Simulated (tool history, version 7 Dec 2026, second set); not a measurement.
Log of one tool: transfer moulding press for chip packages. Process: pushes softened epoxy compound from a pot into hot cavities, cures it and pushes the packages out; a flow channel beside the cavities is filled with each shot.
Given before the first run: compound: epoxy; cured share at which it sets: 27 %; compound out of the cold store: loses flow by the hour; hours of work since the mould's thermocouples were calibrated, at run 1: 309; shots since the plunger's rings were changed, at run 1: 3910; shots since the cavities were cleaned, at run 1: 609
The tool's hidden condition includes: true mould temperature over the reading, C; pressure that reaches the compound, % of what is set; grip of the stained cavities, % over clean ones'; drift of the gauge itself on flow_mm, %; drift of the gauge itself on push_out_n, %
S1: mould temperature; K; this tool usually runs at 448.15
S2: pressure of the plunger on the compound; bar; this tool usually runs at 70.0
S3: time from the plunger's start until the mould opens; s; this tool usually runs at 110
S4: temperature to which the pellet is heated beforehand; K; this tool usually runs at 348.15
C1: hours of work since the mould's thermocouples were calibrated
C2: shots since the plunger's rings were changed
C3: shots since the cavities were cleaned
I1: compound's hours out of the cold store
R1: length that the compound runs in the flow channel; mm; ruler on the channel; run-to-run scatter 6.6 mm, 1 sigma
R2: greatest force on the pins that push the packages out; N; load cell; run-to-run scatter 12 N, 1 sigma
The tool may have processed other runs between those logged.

| run | hour | S1 | S2 | S3 | S4 | C1 | C2 | C3 | I1 | R1 | R2 |
|---|---|---|---|---|---|---|---|---|---|---|---|
| 1 | 0.0 | 448.15 | 70.0 | 110 | 348.15 | 309 | 3910 | 609 | 23.5 | 919 | 892 |
| 2 | 13.4 | 448.15 | 70.0 | 110 | 348.15 | 317 | 4045 | 744 | 47.0 | 792 | 850 |
|  | 21.6 | cavities cleaned with cleaning compound and waxed |
| 3 | 24.7 | 444.15 | 70.0 | 110 | 348.15 | 323 | 4144 | 30 | 45.0 | 819 | 832 |
| 4 | 32.7 | 448.15 | 70.0 | 110 | 348.15 | 328 | 4225 | 111 | 25.6 | 896 | 697 |
| 5 | 43.1 | 448.15 | 70.0 | 110 | 348.15 | 334 | 4331 | 217 | 13.4 | 960 | 776 |
| 6 | 55.2 | 448.15 | 70.0 | 110 | 348.15 | 341 | 4453 | 339 | 38.5 | 834 | 743 |
| 7 | 67.5 | 445.15 | 70.0 | 110 | 348.15 | 349 | 4577 | 463 | 39.9 | 834 | 970 |
| 8 | 79.3 | 448.15 | 70.0 | 110 | 348.15 | 356 | 4696 | 582 | 38.6 | 822 | 815 |
| 9 | 88.1 | 448.15 | 70.0 | 110 | 348.15 | 361 | 4785 | 671 | 38.0 | 828 | 876 |
| 10 | 100.5 | 448.15 | 70.0 | 110 | 348.15 | 369 | 4911 | 797 | 34.6 | 855 | 918 |
|  | 103.4 | cavities cleaned with cleaning compound and waxed |
| 11 | 108.6 | 448.15 | 70.0 | 110 | 348.15 | 373 | 4977 | 52 | 32.8 | 854 | 671 |
| 12 | 118.9 | 448.15 | 70.0 | 110 | 348.15 | 379 | 5081 | 156 | 27.0 | 887 | 726 |
| 13 | 131.9 | 448.15 | 70.0 | 110 | 354.15 | 387 | 5213 | 288 | 18.5 | 928 | 778 |
| 14 | 141.8 | 448.15 | 70.0 | 110 | 354.15 | 392 | 5312 | 387 | 12.4 | 958 | 805 |
| 15 | 149.6 | 448.15 | 70.0 | 110 | 354.15 | 397 | 5391 | 466 | 47.9 | 777 | 773 |
| 16 | 158.6 | 448.15 | 70.0 | 110 | 354.15 | 403 | 5482 | 557 | 33.5 | 842 | 807 |
| 17 | 172.1 | 448.15 | 70.0 | 106 | 348.15 | 411 | 5619 | 694 | 25.1 | 880 | 986 |
| 18 | 179.0 | 450.15 | 77.4 | 134 | 348.15 | 415 | 5688 | 763 | 12.4 | 986 | 668 |
|  | 185.9 | cavities cleaned with cleaning compound and waxed |
| 19 | 193.0 | 440.15 | 71.5 | 141 | 357.15 | 422 | 5814 | 71 | 29.5 | 898 | 719 |
| 20 | 208.3 | 440.15 | 71.5 | 141 | 357.15 | 432 | 5969 | 226 | 25.9 | 914 | 824 |
| 21 | 221.8 | 448.15 | 70.0 | 133 | 348.15 | 440 | 6106 | 363 | 21.1 | 889 | 596 |
|  | 231.5 | plunger's sealing rings changed |
| 22 | 233.5 | 448.15 | 70.0 | 133 | 348.15 | 445 | 19 | 455 | 26.4 | 967 | 624 |
| 23 | 247.3 | 448.15 | 70.0 | 133 | 348.15 | 453 | 159 | 595 | 31.0 | 927 | 673 |
| 24 | 262.1 | 454.15 | 70.0 | 110 | 348.15 | 462 | 309 | 745 | 36.1 | 883 | 700 |
|  | 270.3 | cavities cleaned with cleaning compound and waxed |
| 25 | 278.3 | 455.15 | 70.0 | 110 | 348.15 | 471 | 458 | 81 | 8.4 | 1045 | 495 |
| 26 | 285.1 | 453.15 | 61.1 | 117 | 350.15 | 475 | 526 | 149 | 32.5 | 845 | 531 |
| 27 | 298.8 | 447.15 | 70.0 | 110 | 339.15 | 484 | 665 | 288 | 17.0 | 1020 | 904 |
| 28 | 311.0 | 448.15 | 70.0 | 141 | 358.15 | 491 | 788 | 411 | 12.8 | 1051 | 623 |
| 29 | 326.5 | 448.15 | 70.0 | 141 | 358.15 | 500 | 944 | 567 | 33.7 | 912 | 638 |

Consider 4 possible next runs. They are alternatives, not a sequence: every one starts from the tool as it was left by run 29. What does each give?
| A | 340.5 | 448.15 | 57.3 | 107 | 356.15 | 509 | 1086 | 709 | 39.4 | ? | ? |
| B | 340.5 | 448.15 | 65.1 | 110 | 344.15 | 509 | 1086 | 709 | 27.3 | ? | ? |
| C | 340.5 | 452.15 | 82.1 | 141 | 358.15 | 509 | 1086 | 709 | 22.9 | ? | ? |
| D | 340.5 | 454.15 | 55.3 | 110 | 348.15 | 509 | 1086 | 709 | 34.1 | ? | ? |

| run | R1 | R2 |
|---|---|---|
| A | 801 | 936 |
| B | 926 | 945 |
| C | 1037 | 636 |
| D | 792 | 676 |
What these runs would have given with no unlogged condition in the tool:
| run | R1 | R2 |
|---|---|---|
| A | 811 | 595 |
| B | 937 | 597 |
| C | 1050 | 436 |
| D | 802 | 450 |
